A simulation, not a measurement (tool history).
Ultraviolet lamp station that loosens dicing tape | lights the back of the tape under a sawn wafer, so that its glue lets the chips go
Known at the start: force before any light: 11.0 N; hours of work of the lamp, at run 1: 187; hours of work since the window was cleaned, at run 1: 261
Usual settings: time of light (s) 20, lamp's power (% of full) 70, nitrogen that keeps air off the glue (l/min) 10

| run | hour | time of light (s) | lamp's power (% of full) | nitrogen that keeps air off the glue (l/min) | hours of work of the lamp | hours of work since the window was cleaned | force that peels the tape off (N) | light that reached the tape (mJ/cm²) |
|---|---|---|---|---|---|---|---|---|
| 1 | 0.0 | 20 | 70 | 10 | 187 | 261 | 1.611 | 371 |
| 2 | 11.5 | 20 | 77 | 10 | 194 | 268 | 1.375 | 399 |
| 3 | 22.8 | 20 | 77 | 10 | 202 | 275 | 1.430 | 397 |
| 4 | 28.6 | 20 | 77 | 10 | 205 | 279 | 1.399 | 400 |
| 5 | 39.0 | 20 | 70 | 10 | 212 | 285 | 1.713 | 361 |
| 6 | 48.8 | 20 | 70 | 13 | 218 | 292 | 1.507 | 359 |
| 7 | 61.0 | 20 | 70 | 13 | 226 | 299 | 1.518 | 360 |
| 8 | 70.2 | 20 | 70 | 6 | 232 | 305 | 2.072 | 358 |
| 9 | 81.7 | 20 | 70 | 6 | 239 | 312 | 2.095 | 360 |
| 10 | 91.0 | 20 | 70 | 6 | 245 | 318 | 2.016 | 356 |
| 11 | 104.5 | 20 | 70 | 6 | 253 | 327 | 2.070 | 360 |
| 12 | 118.2 | 20 | 70 | 6 | 262 | 336 | 2.017 | 355 |
| 13 | 128.7 | 20 | 70 | 6 | 269 | 342 | 2.135 | 352 |
| 14 | 136.2 | 20 | 70 | 10 | 273 | 347 | 1.730 | 353 |
| 15 | 149.1 | 20 | 70 | 10 | 282 | 355 | 1.710 | 350 |
| 16 | 155.3 | 38 | 73 | 6 | 285 | 359 | 0.555 | 703 |
|  | 160.5 | window cleaned of glue's vapour |
| 17 | 169.1 | 20 | 97 | 8 | 294 | 5 | 0.873 | 525 |
| 18 | 182.1 | 20 | 64 | 14 | 302 | 14 | 1.609 | 345 |
| 19 | 190.9 | 20 | 64 | 14 | 308 | 19 | 1.610 | 344 |
| 20 | 204.5 | 20 | 64 | 14 | 316 | 28 | 1.622 | 341 |
| 21 | 212.5 | 15 | 62 | 10 | 321 | 33 | 2.950 | 250 |
| 22 | 219.5 | 15 | 62 | 10 | 326 | 37 | 2.918 | 248 |
| 23 | 229.7 | 15 | 86 | 11 | 332 | 44 | 1.741 | 344 |
| 24 | 242.0 | 15 | 85 | 15 | 340 | 52 | 1.566 | 342 |
| 25 | 251.2 | 35 | 70 | 10 | 346 | 57 | 0.514 | 641 |
| 26 | 257.3 | 31 | 70 | 9 | 350 | 61 | 0.667 | 572 |
| 27 | 269.3 | 31 | 76 | 9 | 357 | 69 | 0.591 | 619 |
| 28 | 282.3 | 31 | 76 | 9 | 366 | 77 | 0.599 | 613 |
| 29 | 291.9 | 12 | 87 | 14 | 372 | 83 | 2.256 | 273 |

How the hidden state differs across the entries between the runs, from the last listed run before each to the first after it:
Between runs 16 and 17: window cleaned of glue's vapour (hour 160.5)
  lamp's light, % of a new lamp's: 94.2 -> 94; light that the window lets through, % of a clean one's: 92.9 -> 99.8
  measured less the result without the state, force that peels the tape off (N): +0.128 -> +0.109; light that reached the tape (mJ/cm²): -101 -> -34
